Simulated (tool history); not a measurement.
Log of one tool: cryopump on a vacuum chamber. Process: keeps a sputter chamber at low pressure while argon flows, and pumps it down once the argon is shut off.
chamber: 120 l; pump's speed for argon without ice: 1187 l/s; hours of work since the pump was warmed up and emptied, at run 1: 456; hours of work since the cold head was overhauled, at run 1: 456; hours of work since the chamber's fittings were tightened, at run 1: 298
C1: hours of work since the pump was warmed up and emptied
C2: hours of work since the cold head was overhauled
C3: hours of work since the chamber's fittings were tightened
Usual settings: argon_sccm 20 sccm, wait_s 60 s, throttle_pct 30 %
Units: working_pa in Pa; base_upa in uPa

Run 1, hour 0: usual settings; C1 456; C2 456; C3 298. Result: working_pa 0.102 Pa, base_upa 0.97 uPa.
Run 2, hour 30.5: usual settings but argon_sccm 15 sccm; C1 478; C2 478; C3 319. Result: working_pa 0.0761 Pa, base_upa 1 uPa.
Run 3, hour 45.1: usual settings but wait_s 158 s; C1 488; C2 488; C3 330. Result: working_pa 0.1014 Pa, base_upa 0.66 uPa.
Run 4, hour 73.1: usual settings but wait_s 158 s, throttle_pct 43 %; C1 508; C2 508; C3 349. Result: working_pa 0.0732 Pa, base_upa 0.65 uPa.
Run 5, hour 104.9: usual settings but wait_s 158 s, throttle_pct 43 %; C1 530; C2 530; C3 372. Result: working_pa 0.0737 Pa, base_upa 0.67 uPa.
Run 6, hour 123.4: usual settings but wait_s 158 s, throttle_pct 43 %; C1 544; C2 544; C3 385. Result: working_pa 0.0735 Pa, base_upa 0.63 uPa.
Run 7, hour 147.5: usual settings but wait_s 25 s, throttle_pct 43 %; C1 561; C2 561; C3 402. Result: working_pa 0.0735 Pa, base_upa 1.84 uPa.
Run 8, hour 167.9: usual settings but throttle_pct 40 %; C1 575; C2 575; C3 417. Result: working_pa 0.0791 Pa, base_upa 1.03 uPa.
Run 9, hour 186.2: usual settings but wait_s 48 s, throttle_pct 40 %; C1 588; C2 588; C3 430. Result: working_pa 0.0797 Pa, base_upa 1.22 uPa.
At hour 200.8: pump warmed up, emptied and cooled again.
Run 10, hour 206.9: usual settings but wait_s 55 s; C1 4; C2 599; C3 441. Result: working_pa 0.0951 Pa, base_upa 1.02 uPa.
Run 11, hour 221.4: usual settings but wait_s 55 s; C1 15; C2 609; C3 451. Result: working_pa 0.0958 Pa, base_upa 1.01 uPa.
Run 12, hour 240.6: usual settings but wait_s 24 s; C1 28; C2 623; C3 465. Result: working_pa 0.0957 Pa, base_upa 1.85 uPa.
Run 13, hour 262.6: usual settings but wait_s 24 s; C1 44; C2 639; C3 480. Result: working_pa 0.0963 Pa, base_upa 1.84 uPa.
Run 14, hour 296: usual settings but wait_s 24 s; C1 67; C2 662; C3 504. Result: working_pa 0.0956 Pa, base_upa 1.81 uPa.
Run 15, hour 312.3: usual settings but argon_sccm 37 sccm, wait_s 25 s; C1 79; C2 674; C3 515. Result: working_pa 0.1791 Pa, base_upa 1.79 uPa.
Run 16, hour 336.8: usual settings but argon_sccm 23 sccm, wait_s 25 s; C1 96; C2 691; C3 533. Result: working_pa 0.1106 Pa, base_upa 1.82 uPa.
Run 17, hour 351.3: usual settings but argon_sccm 12 sccm, wait_s 121 s, throttle_pct 20 %; C1 107; C2 701; C3 543. Result: working_pa 0.0856 Pa, base_upa 0.72 uPa.
Run 18, hour 383.1: usual settings but argon_sccm 9 sccm, wait_s 26 s, throttle_pct 20 %; C1 129; C2 724; C3 566. Result: working_pa 0.065 Pa, base_upa 1.79 uPa.
Run 19, hour 417.1: usual settings but wait_s 37 s; C1 153; C2 748; C3 590. Result: working_pa 0.0967 Pa, base_upa 1.38 uPa.
Run 20, hour 435.7: usual settings but wait_s 37 s; C1 166; C2 761; C3 603. Result: working_pa 0.0963 Pa, base_upa 1.44 uPa.
Run 21, hour 465.2: usual settings but wait_s 212 s; C1 187; C2 782; C3 624. Result: working_pa 0.0995 Pa, base_upa 0.63 uPa.
Run 22, hour 481.1: usual settings but wait_s 212 s; C1 199; C2 793; C3 635. Result: working_pa 0.0978 Pa, base_upa 0.7 uPa.
Run 23, hour 496: usual settings but argon_sccm 14 sccm, wait_s 114 s, throttle_pct 17 %; C1 209; C2 804; C3 646. Result: working_pa 0.1188 Pa, base_upa 0.76 uPa.
Run 24, hour 529.2: usual settings but argon_sccm 14 sccm, wait_s 114 s, throttle_pct 17 %; C1 233; C2 828; C3 669. Result: working_pa 0.119 Pa, base_upa 0.79 uPa.
Run 25, hour 556.4: usual settings but argon_sccm 19 sccm, throttle_pct 37 %; C1 252; C2 847; C3 688. Result: working_pa 0.0766 Pa, base_upa 1.05 uPa.

3 ways to go on from here, each from the tool as it stands after run 25. What would each give?
Run A, hour 576.4: usual settings but argon_sccm 13 sccm, wait_s 80 s, throttle_pct 18 %; C1 266; C2 861; C3 703. Result: working_pa ?, base_upa ?.
Run B, hour 576.4: usual settings but argon_sccm 13 sccm, wait_s 31 s, throttle_pct 21 %; C1 266; C2 861; C3 703. Result: working_pa ?, base_upa ?.
Run C, hour 576.4: usual settings but argon_sccm 30 sccm, wait_s 191 s, throttle_pct 29 %; C1 266; C2 861; C3 703. Result: working_pa ?, base_upa ?.

run  working_pa  base_upa
  A       0.105      0.93
  B      0.0899      1.59
  C      0.1526      0.67
Without the tool's hidden state the same runs would have given:
run  working_pa  base_upa
  A      0.1027      0.66
  B      0.0877      1.33
  C      0.1474       0.4
